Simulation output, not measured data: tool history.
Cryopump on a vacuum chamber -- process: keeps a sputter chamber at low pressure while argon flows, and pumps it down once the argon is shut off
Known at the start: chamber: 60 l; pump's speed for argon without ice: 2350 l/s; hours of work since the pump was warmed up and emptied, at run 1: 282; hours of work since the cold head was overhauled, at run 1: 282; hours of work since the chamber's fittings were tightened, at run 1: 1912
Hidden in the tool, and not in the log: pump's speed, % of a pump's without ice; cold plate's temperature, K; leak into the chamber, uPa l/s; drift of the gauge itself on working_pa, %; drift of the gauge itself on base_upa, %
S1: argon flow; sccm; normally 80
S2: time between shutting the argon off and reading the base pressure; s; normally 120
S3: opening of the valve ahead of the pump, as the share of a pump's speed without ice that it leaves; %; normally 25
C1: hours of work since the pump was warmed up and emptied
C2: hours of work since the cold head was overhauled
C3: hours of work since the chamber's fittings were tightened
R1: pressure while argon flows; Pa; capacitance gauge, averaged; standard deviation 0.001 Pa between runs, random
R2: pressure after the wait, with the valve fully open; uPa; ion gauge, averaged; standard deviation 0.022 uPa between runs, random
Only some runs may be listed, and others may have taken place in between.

run   hour   S1   S2  S3   C1   C2    C3      R1    R2
  1      0   80  120  25  282  282  1912  0.2359  1.29
  2   73.4  100  120  25  340  340  1971  0.2949  1.33
  3  148.5  100  110  25  400  400  2031  0.2968  1.41
  4  216.8   80  145  25  455  455  2086  0.2394  1.32
  5  274.6   80  145  25  501  501  2132  0.2393  1.39
  6  348.8   80  145  25  561  561  2191  0.2403  1.44
  7  408.3   80  120  25  608  608  2239  0.2416  1.54
  8  440.1   80  120  25  634  634  2265  0.2442  1.58
  9    491   80  120  25  675  675  2305  0.2424  1.56
 10  536.5   80  120  25  711  711  2342  0.2443  1.62

Run 11 comes next. What will it give?
 11  599.9  80  120  25  762  762  2392   ?   ?

Run 11 measured R1 0.2455 Pa, R2 1.7 uPa.
If the tool had no hidden condition, the same run with the same run-to-run variation would have returned R1 0.2297 Pa, R2 0.59 uPa.
